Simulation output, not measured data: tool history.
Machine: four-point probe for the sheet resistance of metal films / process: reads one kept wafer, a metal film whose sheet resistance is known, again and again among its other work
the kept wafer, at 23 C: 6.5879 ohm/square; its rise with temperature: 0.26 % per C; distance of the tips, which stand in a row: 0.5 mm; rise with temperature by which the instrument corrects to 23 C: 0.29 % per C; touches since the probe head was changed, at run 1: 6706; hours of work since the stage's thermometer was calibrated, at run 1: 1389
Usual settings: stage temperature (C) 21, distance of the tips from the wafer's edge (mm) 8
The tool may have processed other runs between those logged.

run,hour,stage temperature (C),distance of the tips from the wafer's edge (mm),touches since the probe head was changed,hours of work since the stage's thermometer was calibrated,sheet resistance as the instrument gives it (ohm/square)
1,0.0,21,8,6706,1389,6.635672
2,36.5,21,8,7286,1414,6.637607
3,73.3,21,8,7872,1440,6.636847
4,142.4,21,8,8972,1488,6.637707
5,184.4,21,8,9640,1517,6.639394
6,245.9,21,8,10620,1560,6.637968
7,320.1,21,5,11801,1612,6.661392
8,396.3,21,24,13012,1665,6.630787
9,465.4,21,24,14113,1713,6.629677
10,516.3,21,24,14922,1748,6.627282
# hour 561.0: stage's thermometer calibrated
11,594.9,21,24,16165,24,6.624861
12,628.7,23,16,16703,47,6.619912
13,706.5,26,8,17941,101,6.624476
14,756.4,21,8,18736,136,6.640161
15,798.0,21,8,19398,165,6.637756
16,865.4,22,8,20470,212,6.635242
17,899.5,32,9,21014,236,6.610432
18,953.1,26,8,21866,273,6.627940
19,1011.7,34,15,22799,314,6.598681
20,1045.6,34,15,23338,338,6.598832
21,1083.5,26,6,23941,364,6.639367

Below, some changes in sheet resistance as the instrument gives it (ohm/square) between adjacent runs. For each, the amount present without the hidden state too (settings, incoming material, random variation) and the amount remaining for the hidden state with gauge scatter not shared by both compared results:
The hidden state here: inner tips' distance over the nominal, %; tips' flats over new ones', %; wafer's true temperature over the reading, C; drift of the gauge itself on sheet_ohm, %.
Run 7 -> 8: distance of the tips from the wafer's edge (mm) 5 -> 24. sheet resistance as the instrument gives it (ohm/square) -0.030605: hidden state +0.000735, all else -0.031340.
Run 10 -> 11: stage's thermometer calibrated. sheet resistance as the instrument gives it (ohm/square) -0.002421: hidden state -0.006707, all else +0.004286.
Run 12 -> 13: stage temperature (C) 23 -> 26, distance of the tips from the wafer's edge (mm) 16 -> 8. sheet resistance as the instrument gives it (ohm/square) +0.004564: hidden state +0.000949, all else +0.003615.
Run 20 -> 21: stage temperature (C) 34 -> 26, distance of the tips from the wafer's edge (mm) 15 -> 6. sheet resistance as the instrument gives it (ohm/square) +0.040535: hidden state +0.000664, all else +0.039871.

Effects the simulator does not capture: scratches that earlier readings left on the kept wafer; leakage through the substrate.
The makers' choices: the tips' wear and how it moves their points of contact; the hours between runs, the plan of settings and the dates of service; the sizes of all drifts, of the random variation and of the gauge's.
